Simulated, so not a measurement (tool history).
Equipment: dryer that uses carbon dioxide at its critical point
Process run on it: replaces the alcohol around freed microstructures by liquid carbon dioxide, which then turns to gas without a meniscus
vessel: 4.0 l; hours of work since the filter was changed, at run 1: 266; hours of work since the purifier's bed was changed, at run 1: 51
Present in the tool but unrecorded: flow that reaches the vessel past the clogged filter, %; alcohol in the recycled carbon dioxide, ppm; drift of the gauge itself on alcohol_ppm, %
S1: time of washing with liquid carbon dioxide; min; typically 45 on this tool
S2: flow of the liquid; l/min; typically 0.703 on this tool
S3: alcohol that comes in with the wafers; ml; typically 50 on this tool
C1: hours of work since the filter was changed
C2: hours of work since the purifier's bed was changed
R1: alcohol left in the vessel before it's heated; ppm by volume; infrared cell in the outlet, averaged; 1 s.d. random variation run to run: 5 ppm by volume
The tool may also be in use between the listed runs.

run	hour	S1	S2	S3	C1	C2	R1
1	0.0	45	0.703	50	266	51	63
2	9.9	45	0.703	50	271	56	73
3	18.0	45	0.703	50	275	60	65
4	28.6	45	0.703	50	280	65	67
5	33.9	45	0.703	50	283	68	69
6	42.7	45	0.703	105	287	72	115
7	53.0	45	0.703	105	292	77	115
8	61.8	32	0.703	50	296	82	246
9	72.2	32	0.703	50	302	87	246
10	80.0	45	0.703	31	305	91	61
11	90.7	45	0.703	31	311	96	72
12	99.0	45	0.703	31	315	100	69
13	103.8	45	0.544	50	317	103	187
14	108.4	45	0.544	50	320	105	188
15	117.8	45	0.544	50	324	109	214
16	125.4	45	0.703	50	328	113	84
17	132.9	45	0.703	50	332	117	88
18	142.4	45	0.703	50	336	122	81
19	148.5	45	0.907	50	340	125	62
20	159.9	45	0.907	50	345	130	69
21	168.2	45	0.703	24	349	135	75
22	175.0	45	0.703	24	353	138	74
23	180.7	45	0.703	24	356	141	77
24	190.9	45	0.923	28	361	146	67
25	202.1	28	0.851	32	366	151	167
26	206.7	28	0.851	32	368	154	171
27	213.1	28	0.515	92	372	157	1874
28	220.6	45	0.703	36	375	161	88
29	230.3	45	0.703	36	380	165	87
30	239.1	33	0.703	34	384	170	194
31	249.0	45	0.703	108	389	175	156
32	256.8	45	0.660	59	393	179	149
33	263.8	45	0.660	59	397	182	147
34	274.7	45	0.660	59	402	187	155
35	281.9	36	0.660	21	406	191	157
36	287.0	30	0.703	50	408	194	381
37	298.3	30	0.703	113	414	199	774
38	309.4	30	0.703	113	419	205	744
39	316.0	30	0.703	113	423	208	764
40	322.9	48	1.031	31	426	211	86
41	333.4	48	1.031	31	431	217	77
42	341.3	70	0.703	50	435	221	80
43	348.2	70	0.703	50	439	224	70
44	354.9	40	0.977	50	442	227	86
45	362.2	31	0.668	50	446	231	409
46	370.3	31	0.498	76	450	235	1426

For some of the steps in R1 from one run to the next: how much would appear even if the tool had no hidden state, given the settings, what came in and random variation, and how much remains for the hidden state plus any gauge scatter that the measured result and the result without hidden state don't share?
Run 26 -> 27: S2 0.851 -> 0.515, S3 32 -> 92. R1 +1703 ppm by volume: hidden state +367, all else +1336.
Run 27 -> 28: S1 28 -> 45, S2 0.515 -> 0.703, S3 92 -> 36. R1 -1786 ppm by volume: hidden state -390, all else -1396.
Run 45 -> 46: S2 0.668 -> 0.498, S3 50 -> 76. R1 +1017 ppm by volume: hidden state +258, all else +759.

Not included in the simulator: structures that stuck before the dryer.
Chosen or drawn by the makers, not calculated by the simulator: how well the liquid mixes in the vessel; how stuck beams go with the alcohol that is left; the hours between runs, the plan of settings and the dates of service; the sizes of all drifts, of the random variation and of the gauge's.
